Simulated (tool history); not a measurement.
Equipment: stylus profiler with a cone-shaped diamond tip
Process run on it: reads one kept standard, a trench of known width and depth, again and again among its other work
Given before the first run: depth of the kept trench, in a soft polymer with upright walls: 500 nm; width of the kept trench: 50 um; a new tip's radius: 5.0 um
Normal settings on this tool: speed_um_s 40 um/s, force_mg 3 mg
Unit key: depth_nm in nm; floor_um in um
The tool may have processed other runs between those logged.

| run | hour | speed_um_s | force_mg | depth_nm | floor_um |
|---|---|---|---|---|---|
| 1 | 0 | 40 | 3 | 505.02 | 44.93 |
| 2 | 11.9 | 40 | 3 | 505.21 | 44.91 |
| 3 | 25.2 | 40 | 3 | 505.18 | 44.91 |
| 4 | 32.5 | 40 | 3 | 505.02 | 44.91 |
| 5 | 41.2 | 40 | 3 | 505.12 | 44.89 |
| 6 | 57 | 40 | 1.22 | 502.93 | 44.74 |
| 7 | 68.3 | 40 | 1.22 | 503 | 44.78 |
| 8 | 77.2 | 40 | 1.22 | 503.04 | 44.7 |
| 9 | 87 | 40 | 1.22 | 503.16 | 44.78 |
| 10 | 101.2 | 40 | 1.22 | 503.11 | 44.77 |
| 11 | 111.5 | 40 | 1.22 | 502.89 | 44.73 |
| 12 | 128.9 | 40 | 1.22 | 503.11 | 44.76 |
| 13 | 142.2 | 40 | 1.22 | 502.98 | 44.71 |
| 14 | 152.3 | 40 | 3 | 504.98 | 44.83 |
| 15 | 162.2 | 40 | 3 | 505.14 | 44.82 |
| 16 | 178 | 40 | 2.46 | 504.68 | 44.78 |
| 17 | 191.3 | 40 | 2.46 | 504.48 | 44.75 |
| 18 | 205.3 | 40 | 2.46 | 504.79 | 44.77 |
| 19 | 216.7 | 40 | 2.46 | 504.47 | 44.75 |
| 20 | 232.1 | 40 | 2.46 | 504.84 | 44.74 |
| 21 | 248.4 | 102 | 1.97 | 503.98 | 44.32 |
| 22 | 261.1 | 142 | 1.42 | 503.31 | 43.72 |
| 23 | 271.9 | 11 | 1.31 | 503.37 | 44.91 |
| 24 | 286.9 | 33 | 4.5 | 506.82 | 44.83 |
| 25 | 299.9 | 33 | 4.5 | 506.53 | 44.81 |
| 26 | 317 | 47 | 1.07 | 503.16 | 44.5 |
| 27 | 325.9 | 28 | 1.05 | 502.82 | 44.67 |
| 28 | 337.2 | 28 | 1.05 | 503.15 | 44.69 |
| 29 | 345.9 | 41 | 1.13 | 503.2 | 44.48 |
| 30 | 354.9 | 92 | 1.42 | 503.56 | 44.18 |
| 31 | 369.5 | 92 | 1.42 | 503.51 | 44.19 |
| 32 | 380.9 | 92 | 7.65 | 509.21 | 44.53 |
| 33 | 391 | 16 | 6.01 | 507.91 | 44.87 |
| 34 | 404.5 | 131 | 1.32 | 503.57 | 43.77 |
| 35 | 420.4 | 66 | 5.75 | 507.83 | 44.62 |
| 36 | 437.5 | 66 | 8.13 | 509.88 | 44.68 |
| 37 | 453.3 | 66 | 8.13 | 509.8 | 44.59 |

5 ways to go on from here, each from the tool as it stands after run 37. What would each give?
| A | 465.3 | 66 | 8.99 | ? | ? |
| B | 465.3 | 12 | 3 | ? | ? |
| C | 465.3 | 63 | 5.36 | ? | ? |
| D | 465.3 | 13 | 4.98 | ? | ? |
| E | 465.3 | 11 | 2.71 | ? | ? |

| run | depth_nm | floor_um |
|---|---|---|
| A | 510.32 | 44.62 |
| B | 505.35 | 44.85 |
| C | 507.41 | 44.59 |
| D | 507.56 | 44.78 |
| E | 505.09 | 44.82 |
Take away the tool's hidden state, keep each run's random variation, and the runs would have read:
| run | depth_nm | floor_um |
|---|---|---|
| A | 509.43 | 45.4 |
| B | 504.47 | 45.63 |
| C | 506.52 | 45.37 |
| D | 506.67 | 45.56 |
| E | 504.21 | 45.6 |
